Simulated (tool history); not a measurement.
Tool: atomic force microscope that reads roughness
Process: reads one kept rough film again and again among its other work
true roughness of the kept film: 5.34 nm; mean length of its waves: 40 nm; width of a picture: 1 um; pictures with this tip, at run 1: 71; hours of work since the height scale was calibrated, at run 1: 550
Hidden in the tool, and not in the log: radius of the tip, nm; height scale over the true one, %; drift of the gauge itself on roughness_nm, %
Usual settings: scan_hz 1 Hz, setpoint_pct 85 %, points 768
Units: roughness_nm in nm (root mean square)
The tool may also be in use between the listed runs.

run   hour  scan_hz  setpoint_pct  points  pictures with this tip  hours of work since the height scale was calibrated  roughness_nm
  1      0        1            85     768                      71                                                  550         4.759
  2   24.2     0.67            85     768                     100                                                  569         4.847
  3   45.2     0.67            85     768                     125                                                  586         4.834
  4   59.7     0.67            85     768                     142                                                  597         4.818
  5   84.7        1            85     768                     172                                                  617         4.745
  6  110.7        1            85     768                     203                                                  637         4.775
  7  134.7        1            82     768                     232                                                  656         4.789
  8  158.9        1            61     768                     260                                                  675         4.913
  9  170.7     0.84            85     768                     274                                                  685          4.78
 10  183.2     0.84            85     768                     289                                                  695         4.784
 11  202.6     0.84            85     768                     313                                                  710         4.786
     221.4  -- new tip fitted
 12    230     1.77            78     890                      10                                                  731         4.694
 13  244.2     1.77            78     890                      27                                                  742         4.753
 14  256.9      1.9            85     271                      43                                                  752         4.575
 15  279.7     3.52            80     544                      70                                                  770         4.413
 16  298.1     3.77            66     644                      92                                                  785         4.711
 17  318.3     1.06            67     404                     116                                                  801         4.866
 18  344.7     1.72            60     404                     147                                                  822         4.868
 19  359.2     3.68            72     545                     164                                                  833         4.567
 20  373.9     3.06            65     263                     182                                                  845         4.742
 21    397     3.06            65     263                     209                                                  863         4.722
 22  420.8     1.15            85     768                     238                                                  882         4.738

Hidden state at the last listed run before each entry between runs and at the first one after, where it differs:
Between runs 11 and 12: new tip fitted (hour 221.4)
  radius of the tip, nm: 5.3 -> 5

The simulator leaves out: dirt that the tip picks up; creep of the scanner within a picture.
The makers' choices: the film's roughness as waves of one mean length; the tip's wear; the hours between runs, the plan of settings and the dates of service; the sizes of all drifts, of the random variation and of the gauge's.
